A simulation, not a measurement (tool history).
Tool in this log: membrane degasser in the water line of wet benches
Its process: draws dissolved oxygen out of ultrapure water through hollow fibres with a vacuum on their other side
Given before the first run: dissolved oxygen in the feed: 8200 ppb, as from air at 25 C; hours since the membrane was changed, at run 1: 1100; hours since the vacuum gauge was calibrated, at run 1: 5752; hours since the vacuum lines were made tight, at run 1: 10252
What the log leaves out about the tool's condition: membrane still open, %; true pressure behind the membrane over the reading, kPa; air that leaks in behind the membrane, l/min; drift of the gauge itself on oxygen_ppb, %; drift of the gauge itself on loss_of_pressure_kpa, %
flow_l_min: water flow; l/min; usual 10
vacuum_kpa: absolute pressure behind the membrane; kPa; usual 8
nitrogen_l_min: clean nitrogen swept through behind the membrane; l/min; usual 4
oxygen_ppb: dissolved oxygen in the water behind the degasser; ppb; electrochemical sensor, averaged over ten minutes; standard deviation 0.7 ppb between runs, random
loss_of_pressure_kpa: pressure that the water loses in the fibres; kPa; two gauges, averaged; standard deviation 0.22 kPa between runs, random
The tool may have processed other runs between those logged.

| run | hour | flow_l_min | vacuum_kpa | nitrogen_l_min | hours since the membrane was changed | hours since the vacuum gauge was calibrated | hours since the vacuum lines were made tight | oxygen_ppb | loss_of_pressure_kpa |
|---|---|---|---|---|---|---|---|---|---|
| 1 | 0 | 10 | 8 | 4 | 1100 | 5752 | 10252 | 64.1 | 52.41 |
| 2 | 124.2 | 10 | 8 | 4 | 1224 | 5876 | 10377 | 63.1 | 52.45 |
| 3 | 228.8 | 10 | 8 | 4 | 1328 | 5981 | 10481 | 63.7 | 52.9 |
| 4 | 338.7 | 10 | 8 | 4 | 1438 | 6091 | 10591 | 64 | 52.69 |
| 5 | 475.4 | 10 | 8 | 4.13 | 1575 | 6227 | 10728 | 63.3 | 53.09 |
| 6 | 597.9 | 7 | 8 | 4 | 1697 | 6350 | 10850 | 30.5 | 36.9 |
| 7 | 707.5 | 7 | 8 | 4 | 1807 | 6459 | 10960 | 30.2 | 37.41 |
| 8 | 827.3 | 7 | 8 | 4 | 1927 | 6579 | 11080 | 30.7 | 37.09 |
| 9 | 937.8 | 11 | 8 | 4 | 2037 | 6690 | 11190 | 79.2 | 58.24 |
| 10 | 1018.1 | 10 | 8 | 4 | 2118 | 6770 | 11271 | 64.6 | 53.4 |
| 11 | 1172.8 | 10 | 8 | 4 | 2272 | 6925 | 11425 | 61.8 | 53.59 |
| 12 | 1256.8 | 10 | 8 | 4 | 2356 | 7009 | 11509 | 64.6 | 53.26 |
| 13 | 1372.8 | 15 | 9.58 | 4 | 2472 | 7125 | 11625 | 165.9 | 80.07 |
| 14 | 1476.5 | 8 | 8 | 4 | 2576 | 7228 | 11729 | 40.4 | 42.86 |
| 15 | 1542.2 | 14 | 7.99 | 4 | 2642 | 7294 | 11795 | 130.5 | 74.63 |
| 16 | 1635 | 9 | 5.48 | 4.66 | 2735 | 7387 | 11887 | 34.7 | 47.65 |
|  | 1649 | seals of the vacuum lines changed |
| 17 | 1736 | 8 | 10.42 | 8.36 | 2834 | 7486 | 87 | 33.8 | 42.64 |
| 18 | 1834 | 10 | 8.52 | 2.12 | 2932 | 7584 | 185 | 96.3 | 53.69 |
| 19 | 1973.4 | 7 | 8.63 | 5.65 | 3071 | 7723 | 324 | 26.8 | 37.84 |
| 20 | 2095.3 | 6 | 10.53 | 4 | 3193 | 7845 | 446 | 33.1 | 32.18 |
| 21 | 2212.8 | 11 | 19.91 | 3.09 | 3310 | 7963 | 564 | 191.8 | 59.15 |
| 22 | 2329.8 | 11 | 19.91 | 3.09 | 3427 | 8080 | 681 | 184.9 | 59.26 |
| 23 | 2439.2 | 11 | 19.91 | 3.09 | 3537 | 8189 | 790 | 190.7 | 59.45 |
|  | 2478.9 | vacuum gauge calibrated |
| 24 | 2543.1 | 10 | 6.26 | 6.41 | 3640 | 64 | 894 | 45.2 | 53.76 |

What if the next run were any one of these 4? Each begins from the tool's condition after run 24:
| A | 2627.1 | 12 | 6.26 | 1.64 | 3724 | 148 | 978 | ? | ? |
| B | 2627.1 | 10 | 6.01 | 7.02 | 3724 | 148 | 978 | ? | ? |
| C | 2627.1 | 8 | 15.55 | 1.75 | 3724 | 148 | 978 | ? | ? |
| D | 2627.1 | 10 | 6.64 | 3.1 | 3724 | 148 | 978 | ? | ? |

| run | oxygen_ppb | loss_of_pressure_kpa |
|---|---|---|
| A | 111.2 | 65.12 |
| B | 43.7 | 54.2 |
| C | 148.4 | 43.08 |
| D | 60.8 | 54 |
With no hidden state in the tool, these same runs would have given:
| run | oxygen_ppb | loss_of_pressure_kpa |
|---|---|---|
| A | 111.1 | 63.56 |
| B | 43.7 | 52.91 |
| C | 148.4 | 42.05 |
| D | 60.8 | 52.71 |

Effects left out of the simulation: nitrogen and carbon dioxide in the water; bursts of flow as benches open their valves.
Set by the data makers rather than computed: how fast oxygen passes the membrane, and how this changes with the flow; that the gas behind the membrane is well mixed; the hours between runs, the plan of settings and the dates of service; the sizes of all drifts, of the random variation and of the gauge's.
